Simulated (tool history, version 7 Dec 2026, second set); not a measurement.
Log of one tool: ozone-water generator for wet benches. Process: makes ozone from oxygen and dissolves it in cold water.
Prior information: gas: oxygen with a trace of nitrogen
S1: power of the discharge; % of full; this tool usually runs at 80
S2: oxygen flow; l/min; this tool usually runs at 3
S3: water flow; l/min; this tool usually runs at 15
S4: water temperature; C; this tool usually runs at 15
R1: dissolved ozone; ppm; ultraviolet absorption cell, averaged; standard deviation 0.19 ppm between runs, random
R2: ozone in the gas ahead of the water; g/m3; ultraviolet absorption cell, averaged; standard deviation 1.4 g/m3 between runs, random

run	hour	S1	S2	S3	S4	R1	R2
1	0	80	3	15	15	24.3	245.1
2	127.4	80	3	15	15	24.4	245.7
3	287.5	80	3	15	15	23.9	243
4	396.2	80	3	15	15	23.8	243.3
5	505.3	80	3	15	15	24.1	241.2
6	650.1	80	3	15	11	24.6	240.8
7	757.9	80	3	15	11	24.6	240.1
8	879	80	3	15	10	24.9	239.6
9	1051.9	80	3	15	15	23.6	239.7
10	1220.9	80	3	19	15	18.8	234.5
11	1403.5	80	3	19	15	18.7	237
12	1555	80	3	19	15	18.8	234.5
13	1642	80	3	15	15	22.8	235.2
14	1809.5	80	3	11	15	29	235.1
15	1987.2	80	3	11	15	29.1	231.5
16	2159.7	80	3	11	11	30.1	228
17	2336.1	80	3	13	15	24.7	230.2
18	2464.1	45	3	10	15	21.8	166.5
19	2558.9	80	2.32	16	11	21.2	260.7
20	2717.8	80	3	20	12	17.8	226.6
21	2886.8	80	3	17	11	20.2	224
22	2964.4	75	3	13	11	24.7	217.1
23	3042.5	75	3	13	11	24.4	216.5
24	3139.6	80	3.45	15	9	23.2	206.8
25	3301.8	80	3.45	15	9	23.3	204.5
26	3377.2	80	3.45	15	9	22.9	205.9
# hour 3469.6: contactor cleaned
27	3503.8	80	3.45	15	9	24.7	203.1
# hour 3561.4: water thermometer calibrated
28	3617.1	80	3.45	15	9	25	200.4
29	3779.8	80	3.45	15	9	24.8	202.6
30	3958.6	80	3.45	15	9	24.5	200.9
31	4093.3	80	3	15	12	23.5	215.5
32	4241.4	46	2.25	15	10	17	191.4
33	4412.2	80	3	12	23	23.6	213.5

Predict each of these 3 candidate next runs independently; none follows another, all start after run 33:
A	4535.7	88	3	15	14	?	?
B	4535.7	46	3	11	23	?	?
C	4535.7	80	1.73	12	23	?	?

run	R1	R2
A	23.4	225.7
B	18.5	163.6
C	23	292.7
Had the tool no hidden state, the same runs would have come out as:
run	R1	R2
A	29.4	280.4
B	21.6	189.8
C	28.6	360
